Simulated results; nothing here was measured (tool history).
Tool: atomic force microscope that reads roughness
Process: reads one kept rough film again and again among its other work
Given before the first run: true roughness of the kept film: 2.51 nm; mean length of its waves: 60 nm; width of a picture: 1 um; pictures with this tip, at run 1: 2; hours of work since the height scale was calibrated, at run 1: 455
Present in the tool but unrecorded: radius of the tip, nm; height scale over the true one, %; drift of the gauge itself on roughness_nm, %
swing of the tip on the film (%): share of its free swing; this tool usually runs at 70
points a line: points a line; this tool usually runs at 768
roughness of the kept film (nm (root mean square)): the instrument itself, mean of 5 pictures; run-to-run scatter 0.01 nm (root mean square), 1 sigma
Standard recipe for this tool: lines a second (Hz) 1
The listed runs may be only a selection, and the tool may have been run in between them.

run,hour,lines a second (Hz),swing of the tip on the film (%),points a line,pictures with this tip,hours of work since the height scale was calibrated,roughness of the kept film (nm (root mean square))
1,0,1,70,768,2,455,2.397
2,42.1,1,70,768,52,475,2.261
3,67.9,1,70,768,83,487,2.201
# hour 81.1: new tip fitted
4,107.2,1,70,768,31,506,2.338
5,136,2.1,70,768,66,520,2.226
6,160,0.77,70,768,95,531,2.195
# hour 163: new tip fitted
7,190.7,1,70,768,33,545,2.324
8,230.1,1,70,768,80,564,2.205
# hour 244.1: new tip fitted
9,261.7,1,70,768,21,579,2.347
10,294.4,1,70,768,60,595,2.258
11,320.1,1,70,768,91,607,2.178
# hour 325.5: new tip fitted
12,359.4,1,70,768,41,625,2.297
13,394.8,1,70,768,83,642,2.196
# hour 405.9: new tip fitted
14,425.8,1,70,768,24,657,2.345
15,446.3,1,70,768,48,667,2.299
16,469.3,1,70,1001,76,678,2.23
# hour 488.2: new tip fitted
17,499.8,1,70,1001,14,692,2.357
18,541.9,1,70,1001,64,712,2.251
19,565.3,1,70,1001,92,723,2.192
# hour 572.5: new tip fitted
20,597.6,1,71,768,30,738,2.322
21,620.2,1,71,475,57,749,2.262
# hour 653.1: new tip fitted
22,656.4,1,71,475,4,766,2.377
23,682.5,1,71,475,35,778,2.325
24,707.9,1,71,847,66,790,2.237
# hour 737: new tip fitted
25,749.5,1,71,847,15,810,2.36
26,774.8,1,66,768,45,822,2.309
27,810.4,1,66,768,88,839,2.199
# hour 820: new tip fitted
28,848.4,1,66,768,34,857,2.323
29,888,3.03,56,663,81,876,2.173
# hour 902.5: new tip fitted
30,914.9,3.03,82,663,15,888,2.198
31,941.6,3.03,82,663,47,901,2.107
32,963.5,1,80,346,73,912,2.192
# hour 983.4: new tip fitted
33,986.5,0.93,80,764,4,922,2.379
34,1027.3,0.95,70,992,53,942,2.277
# hour 1064.2: new tip fitted
35,1064.9,1,70,266,1,959,2.402
36,1106.7,0.62,70,1014,51,979,2.291
# hour 1145.8: new tip fitted
37,1148.1,2.09,70,904,3,999,2.357
38,1187.8,2.09,70,904,51,1018,2.229
# hour 1227.7: new tip fitted
39,1227.7,2.09,70,904,0,1036,2.389
40,1259,0.62,60,904,37,1051,2.352
41,1283,1,65,768,66,1063,2.263
# hour 1311: new tip fitted
42,1318.8,1,86,699,9,1080,2.35
43,1351.1,3.81,61,622,48,1095,2.248
# hour 1393.1: new tip fitted
44,1395.7,2.68,61,833,3,1116,2.388
45,1422.8,2.68,61,275,35,1129,2.304
46,1441.6,1,70,273,58,1138,2.273
# hour 1474.9: new tip fitted
47,1474.9,1,70,853,0,1153,2.426
48,1508.3,1.66,70,548,40,1169,2.279
49,1531.5,1.66,70,548,68,1180,2.221
# hour 1557.6: new tip fitted
50,1569.4,1.22,58,548,14,1198,2.393
51,1593.1,0.97,70,839,42,1210,2.312
52,1618,1,78,702,72,1221,2.199

Predict each of these 4 candidate next runs independently; none follows another, all start after run 52:
# hour 1640.5: new tip fitted
A,1649.6,1,69,768,11,1236,?
# hour 1640.5: new tip fitted
B,1649.6,3.33,70,737,11,1236,?
# hour 1640.5: new tip fitted
C,1649.6,0.93,87,702,11,1236,?
# hour 1640.5: new tip fitted
D,1649.6,1,78,844,11,1236,?

run,roughness of the kept film (nm (root mean square))
A,2.399
B,2.308
C,2.336
D,2.386
Stripped of hidden state, with their random variation kept, the same runs would have yielded:
run,roughness of the kept film (nm (root mean square))
A,2.402
B,2.311
C,2.339
D,2.389

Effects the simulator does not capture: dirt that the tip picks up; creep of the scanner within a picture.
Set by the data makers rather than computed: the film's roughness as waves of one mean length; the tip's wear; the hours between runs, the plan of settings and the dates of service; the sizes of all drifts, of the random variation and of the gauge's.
